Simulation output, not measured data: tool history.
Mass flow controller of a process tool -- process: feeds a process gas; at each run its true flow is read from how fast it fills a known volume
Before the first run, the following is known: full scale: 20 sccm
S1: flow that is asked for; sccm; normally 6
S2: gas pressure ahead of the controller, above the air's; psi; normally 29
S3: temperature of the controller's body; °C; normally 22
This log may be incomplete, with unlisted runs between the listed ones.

run 1 hour=0 | S1=6 S2=29 S3=22 | true_flow_(%)=97.76
run 2 hour=277.7 | S1=6 S2=29 S3=22 | true_flow_(%)=97.82
run 3 hour=620 | S1=6 S2=29 S3=22 | true_flow_(%)=98.01
run 4 hour=799.3 | S1=6 S2=29 S3=22 | true_flow_(%)=97.99
run 5 hour=1155.3 | S1=6 S2=29 S3=30 | true_flow_(%)=98.69
run 6 hour=1395.3 | S1=6 S2=29 S3=30 | true_flow_(%)=98.61
run 7 hour=1661.1 | S1=6 S2=29 S3=30 | true_flow_(%)=98.68
run 8 hour=1961.2 | S1=8 S2=29 S3=30 | true_flow_(%)=99.19
run 9 hour=2196.5 | S1=8 S2=29 S3=30 | true_flow_(%)=99.31
run 10 hour=2432.4 | S1=8 S2=29 S3=30 | true_flow_(%)=99.09
run 11 hour=2759.8 | S1=8 S2=29 S3=30 | true_flow_(%)=99.28
run 12 hour=3025.3 | S1=8 S2=29 S3=30 | true_flow_(%)=99.37
run 13 hour=3422.3 | S1=5 S2=29 S3=22 | true_flow_(%)=98.28
run 14 hour=3771.7 | S1=5 S2=29 S3=22 | true_flow_(%)=98.38
run 15 hour=4053.6 | S1=5 S2=29 S3=22 | true_flow_(%)=98.47
run 16 hour=4455.4 | S1=5 S2=29 S3=22 | true_flow_(%)=98.49
run 17 hour=4676.1 | S1=5 S2=29 S3=22 | true_flow_(%)=98.55
run 18 hour=4982.1 | S1=5 S2=29 S3=31 | true_flow_(%)=99.35
run 19 hour=5346.4 | S1=6 S2=24.2 S3=22 | true_flow_(%)=98.64
run 20 hour=5763 | S1=6 S2=28.3 S3=22 | true_flow_(%)=98.88
run 21 hour=5937.9 | S1=6 S2=28.3 S3=22 | true_flow_(%)=98.86
run 22 hour=6190.7 | S1=16 S2=29 S3=22 | true_flow_(%)=100.35
run 23 hour=6516 | S1=2 S2=24.7 S3=22 | true_flow_(%)=98.25
run 24 hour=6923.9 | S1=2 S2=24.7 S3=22 | true_flow_(%)=98.33
run 25 hour=7333.8 | S1=4 S2=24.7 S3=30 | true_flow_(%)=99.46
run 26 hour=7683.3 | S1=6 S2=37.7 S3=22 | true_flow_(%)=99.62

Consider 4 possible next runs. They are alternatives, not a sequence: every one starts from the tool as it was left by run 26. What does each give?
run A hour=8098.9 | S1=3 S2=37.3 S3=24 | true_flow_(%)=?
run B hour=8098.9 | S1=6 S2=37.9 S3=22 | true_flow_(%)=?
run C hour=8098.9 | S1=2 S2=21.2 S3=23 | true_flow_(%)=?
run D hour=8098.9 | S1=8 S2=23.8 S3=39 | true_flow_(%)=?

run=A true_flow_(%)=99.47
run=B true_flow_(%)=99.83
run=C true_flow_(%)=98.52
run=D true_flow_(%)=100.82
With the hidden condition removed and each run's random variation left untouched, the same runs would have given:
run=A true_flow_(%)=97.9
run=B true_flow_(%)=98.23
run=C true_flow_(%)=96.99
run=D true_flow_(%)=99.19
